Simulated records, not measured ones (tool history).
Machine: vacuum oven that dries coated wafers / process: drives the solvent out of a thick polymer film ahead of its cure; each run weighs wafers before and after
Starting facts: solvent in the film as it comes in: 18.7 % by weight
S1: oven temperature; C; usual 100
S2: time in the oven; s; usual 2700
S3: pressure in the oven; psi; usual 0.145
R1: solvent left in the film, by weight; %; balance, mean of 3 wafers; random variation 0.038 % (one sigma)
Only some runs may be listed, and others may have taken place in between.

{"run": 1, "hour": 0.0, "S1": 100, "S2": 2700, "S3": 0.145, "R1": 1.93}
{"run": 2, "hour": 7.4, "S1": 100, "S2": 2700, "S3": 0.145, "R1": 2.06}
{"run": 3, "hour": 17.9, "S1": 100, "S2": 2700, "S3": 0.145, "R1": 1.99}
{"run": 4, "hour": 34.5, "S1": 100, "S2": 1440, "S3": 0.145, "R1": 4.78}
{"run": 5, "hour": 46.1, "S1": 100, "S2": 1440, "S3": 0.145, "R1": 4.78}
{"run": 6, "hour": 59.0, "S1": 100, "S2": 1440, "S3": 0.145, "R1": 4.73}
{"run": 7, "hour": 72.4, "S1": 100, "S2": 1440, "S3": 0.145, "R1": 4.81}
{"run": 8, "hour": 80.8, "S1": 100, "S2": 4440, "S3": 0.145, "R1": 0.96}
{"run": 9, "hour": 91.3, "S1": 100, "S2": 4440, "S3": 0.145, "R1": 1.03}
{"run": 10, "hour": 101.0, "S1": 100, "S2": 4560, "S3": 0.145, "R1": 0.91}
{"run": 11, "hour": 117.8, "S1": 100, "S2": 4560, "S3": 0.145, "R1": 0.94}
{"run": 12, "hour": 128.1, "S1": 100, "S2": 2040, "S3": 0.145, "R1": 3.08}
{"run": 13, "hour": 141.9, "S1": 100, "S2": 2040, "S3": 0.145, "R1": 3.14}
{"run": 14, "hour": 149.2, "S1": 100, "S2": 2700, "S3": 0.145, "R1": 2.01}
{"run": 15, "hour": 162.1, "S1": 100, "S2": 2700, "S3": 0.145, "R1": 2.02}
{"run": 16, "hour": 176.8, "S1": 100, "S2": 2700, "S3": 0.145, "R1": 1.98}
{"run": 17, "hour": 192.7, "S1": 100, "S2": 1500, "S3": 0.145, "R1": 4.6}
{"run": 18, "hour": 209.2, "S1": 100, "S2": 3900, "S3": 0.145, "R1": 1.18}
{"run": 19, "hour": 223.4, "S1": 100, "S2": 3900, "S3": 0.145, "R1": 1.21}
{"run": 20, "hour": 236.8, "S1": 89, "S2": 2040, "S3": 0.181, "R1": 7.63}
{"run": 21, "hour": 252.1, "S1": 89, "S2": 2040, "S3": 0.181, "R1": 7.68}
{"run": 22, "hour": 264.5, "S1": 89, "S2": 2040, "S3": 0.181, "R1": 7.65}
{"run": 23, "hour": 273.7, "S1": 113, "S2": 2100, "S3": 0.368, "R1": 1.17}
{"run": 24, "hour": 286.0, "S1": 85, "S2": 2700, "S3": 0.145, "R1": 7.87}
{"run": 25, "hour": 296.2, "S1": 113, "S2": 2880, "S3": 0.116, "R1": 0.36}

For run 26, what comes out?
{"run": 26, "hour": 308.7, "S1": 108, "S2": 1380, "S3": 0.292, "R1": "?"}

R1: 2.67 %
Were there no unlogged condition in the tool, this run, its random variation unchanged, would have produced R1 2.59 %.

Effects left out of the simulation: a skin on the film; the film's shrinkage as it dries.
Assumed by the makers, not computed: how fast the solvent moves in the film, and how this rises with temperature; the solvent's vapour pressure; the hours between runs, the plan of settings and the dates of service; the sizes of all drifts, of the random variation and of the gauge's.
